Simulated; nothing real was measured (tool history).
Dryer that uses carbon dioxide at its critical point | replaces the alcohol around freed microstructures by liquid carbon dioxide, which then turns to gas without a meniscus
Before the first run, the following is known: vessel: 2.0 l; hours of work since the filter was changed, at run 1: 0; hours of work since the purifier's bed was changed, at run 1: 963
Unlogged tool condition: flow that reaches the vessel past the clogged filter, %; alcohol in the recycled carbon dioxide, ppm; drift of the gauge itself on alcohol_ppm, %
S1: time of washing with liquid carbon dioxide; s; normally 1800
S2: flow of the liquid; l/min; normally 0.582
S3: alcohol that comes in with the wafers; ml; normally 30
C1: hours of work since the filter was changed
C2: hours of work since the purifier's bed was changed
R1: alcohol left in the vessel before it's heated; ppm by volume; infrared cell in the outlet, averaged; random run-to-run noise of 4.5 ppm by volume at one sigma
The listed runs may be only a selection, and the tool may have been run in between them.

run 1 hour=0.0 | S1=1800 S2=0.582 S3=30 | C1=0 C2=963 | R1=65
run 2 hour=36.5 | S1=1800 S2=0.576 S3=30 | C1=14 C2=977 | R1=58
run 3 hour=78.4 | S1=1800 S2=0.576 S3=30 | C1=30 C2=993 | R1=66
run 4 hour=106.7 | S1=1800 S2=0.576 S3=30 | C1=41 C2=1004 | R1=60
run 5 hour=159.0 | S1=1800 S2=0.476 S3=30 | C1=62 C2=1025 | R1=85
run 6 hour=217.7 | S1=1800 S2=0.476 S3=30 | C1=84 C2=1047 | R1=93
run 7 hour=254.2 | S1=1800 S2=0.476 S3=30 | C1=99 C2=1062 | R1=94
run 8 hour=297.4 | S1=1740 S2=0.476 S3=30 | C1=115 C2=1078 | R1=96
run 9 hour=343.4 | S1=1740 S2=0.476 S3=30 | C1=133 C2=1096 | R1=95
run 10 hour=384.6 | S1=1740 S2=0.476 S3=30 | C1=149 C2=1112 | R1=109
run 11 hour=413.9 | S1=1740 S2=0.476 S3=30 | C1=160 C2=1124 | R1=110
run 12 hour=454.3 | S1=1860 S2=0.857 S3=30 | C1=176 C2=1139 | R1=68
-- hour=479.7 inlet filter changed
run 13 hour=487.1 | S1=1500 S2=0.480 S3=27 | C1=3 C2=1152 | R1=117
run 14 hour=531.2 | S1=1800 S2=0.490 S3=23 | C1=20 C2=1169 | R1=88
run 15 hour=564.1 | S1=1800 S2=0.490 S3=23 | C1=33 C2=1181 | R1=75
run 16 hour=601.9 | S1=1980 S2=0.582 S3=89 | C1=47 C2=1196 | R1=81
run 17 hour=661.2 | S1=2520 S2=0.582 S3=108 | C1=70 C2=1219 | R1=73
-- hour=700.8 purifier's bed changed
run 18 hour=709.9 | S1=2520 S2=0.582 S3=108 | C1=88 C2=4 | R1=8
run 19 hour=768.5 | S1=1800 S2=0.423 S3=30 | C1=111 C2=26 | R1=82

Hidden state or all else? Some run-to-run changes of R1, split into what the settings, what came in and random variation would give without the hidden state, and what is left for the hidden state (with any gauge scatter that isn't in both results):
Run 17 -> 18: purifier's bed changed. R1 -65 ppm by volume: hidden state -65, all else +0.
Run 18 -> 19: S1 2520 -> 1800, S2 0.582 -> 0.423, S3 108 -> 30. R1 +74 ppm by volume: hidden state +26, all else +48.
